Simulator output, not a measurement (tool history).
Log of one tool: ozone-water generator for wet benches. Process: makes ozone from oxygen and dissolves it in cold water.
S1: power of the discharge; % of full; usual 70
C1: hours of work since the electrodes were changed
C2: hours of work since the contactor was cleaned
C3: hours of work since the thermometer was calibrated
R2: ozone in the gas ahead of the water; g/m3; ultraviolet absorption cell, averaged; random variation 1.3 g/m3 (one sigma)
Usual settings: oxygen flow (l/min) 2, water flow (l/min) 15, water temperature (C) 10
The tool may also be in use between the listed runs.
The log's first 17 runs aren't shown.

{"day": 25.408, "done": "contactor cleaned"}
{"run": 18, "day": 27.625, "S1": 70, "oxygen flow (l/min)": 1.14, "water flow (l/min)": 15, "water temperature (C)": 10, "C1": 637, "C2": 33, "C3": 3818, "dissolved ozone (ppm)": 14.1, "R2": 309.5}
{"run": 19, "day": 29.95, "S1": 70, "oxygen flow (l/min)": 2, "water flow (l/min)": 15, "water temperature (C)": 9, "C1": 671, "C2": 68, "C3": 3853, "dissolved ozone (ppm)": 16.5, "R2": 225.6}
{"day": 30.221, "done": "contactor cleaned, once more"}
{"run": 20, "day": 32.308, "S1": 70, "oxygen flow (l/min)": 2, "water flow (l/min)": 15, "water temperature (C)": 9, "C1": 704, "C2": 31, "C3": 3885, "dissolved ozone (ppm)": 16.9, "R2": 224.9}
{"run": 21, "day": 33.358, "S1": 89, "oxygen flow (l/min)": 2, "water flow (l/min)": 18, "water temperature (C)": 15, "C1": 720, "C2": 47, "C3": 3901, "dissolved ozone (ppm)": 16.4, "R2": 273.7}
{"run": 22, "day": 35.462, "S1": 71, "oxygen flow (l/min)": 1.71, "water flow (l/min)": 20, "water temperature (C)": 10, "C1": 751, "C2": 78, "C3": 3932, "dissolved ozone (ppm)": 12, "R2": 247}
{"run": 23, "day": 36.562, "S1": 71, "oxygen flow (l/min)": 1.71, "water flow (l/min)": 20, "water temperature (C)": 10, "C1": 767, "C2": 94, "C3": 3948, "dissolved ozone (ppm)": 12.5, "R2": 250.6}
{"run": 24, "day": 37.833, "S1": 48, "oxygen flow (l/min)": 2, "water flow (l/min)": 15, "water temperature (C)": 11, "C1": 786, "C2": 113, "C3": 3967, "dissolved ozone (ppm)": 12.1, "R2": 166.1}
{"run": 25, "day": 39.971, "S1": 87, "oxygen flow (l/min)": 2, "water flow (l/min)": 9, "water temperature (C)": 11, "C1": 818, "C2": 145, "C3": 3999, "dissolved ozone (ppm)": 30.9, "R2": 268.1}
{"run": 26, "day": 41.708, "S1": 87, "oxygen flow (l/min)": 2, "water flow (l/min)": 9, "water temperature (C)": 11, "C1": 844, "C2": 171, "C3": 4025, "dissolved ozone (ppm)": 31, "R2": 264.8}
{"run": 27, "day": 42.667, "S1": 80, "oxygen flow (l/min)": 1.23, "water flow (l/min)": 15, "water temperature (C)": 10, "C1": 858, "C2": 185, "C3": 4039, "dissolved ozone (ppm)": 16.6, "R2": 326.7}
{"run": 28, "day": 44.908, "S1": 80, "oxygen flow (l/min)": 1.23, "water flow (l/min)": 15, "water temperature (C)": 10, "C1": 891, "C2": 219, "C3": 4073, "dissolved ozone (ppm)": 16.6, "R2": 323.4}
{"run": 29, "day": 47.212, "S1": 53, "oxygen flow (l/min)": 1.23, "water flow (l/min)": 15, "water temperature (C)": 8, "C1": 926, "C2": 253, "C3": 4107, "dissolved ozone (ppm)": 11.9, "R2": 230.9}
{"run": 30, "day": 48.808, "S1": 51, "oxygen flow (l/min)": 2, "water flow (l/min)": 15, "water temperature (C)": 10, "C1": 949, "C2": 277, "C3": 4131, "dissolved ozone (ppm)": 12.6, "R2": 171.8}
{"run": 31, "day": 49.875, "S1": 69, "oxygen flow (l/min)": 3.13, "water flow (l/min)": 15, "water temperature (C)": 10, "C1": 965, "C2": 293, "C3": 4147, "dissolved ozone (ppm)": 17.7, "R2": 173}

4 ways to go on from here, each from the tool as it stands after run 31. What would each give?
{"run": "A", "day": 51.946, "S1": 98, "oxygen flow (l/min)": 2, "water flow (l/min)": 15, "water temperature (C)": 8, "C1": 996, "C2": 323, "C3": 4177, "dissolved ozone (ppm)": "?", "R2": "?"}
{"run": "B", "day": 51.946, "S1": 69, "oxygen flow (l/min)": 1.85, "water flow (l/min)": 15, "water temperature (C)": 7, "C1": 996, "C2": 323, "C3": 4177, "dissolved ozone (ppm)": "?", "R2": "?"}
{"run": "C", "day": 51.946, "S1": 47, "oxygen flow (l/min)": 1.73, "water flow (l/min)": 17, "water temperature (C)": 10, "C1": 996, "C2": 323, "C3": 4177, "dissolved ozone (ppm)": "?", "R2": "?"}
{"run": "D", "day": 51.946, "S1": 88, "oxygen flow (l/min)": 2, "water flow (l/min)": 18, "water temperature (C)": 8, "C1": 996, "C2": 323, "C3": 4177, "dissolved ozone (ppm)": "?", "R2": "?"}

run=A dissolved_ozone_(ppm)=22.1 R2=292.3
run=B dissolved_ozone_(ppm)=16.6 R2=229.6
run=C dissolved_ozone_(ppm)=10.3 R2=174
run=D dissolved_ozone_(ppm)=16.8 R2=266.5
Without the tool's hidden state the same runs would have given:
run=A dissolved_ozone_(ppm)=23.7 R2=311
run=B dissolved_ozone_(ppm)=17.5 R2=240.8
run=C dissolved_ozone_(ppm)=10.7 R2=179.7
run=D dissolved_ozone_(ppm)=18 R2=282.3
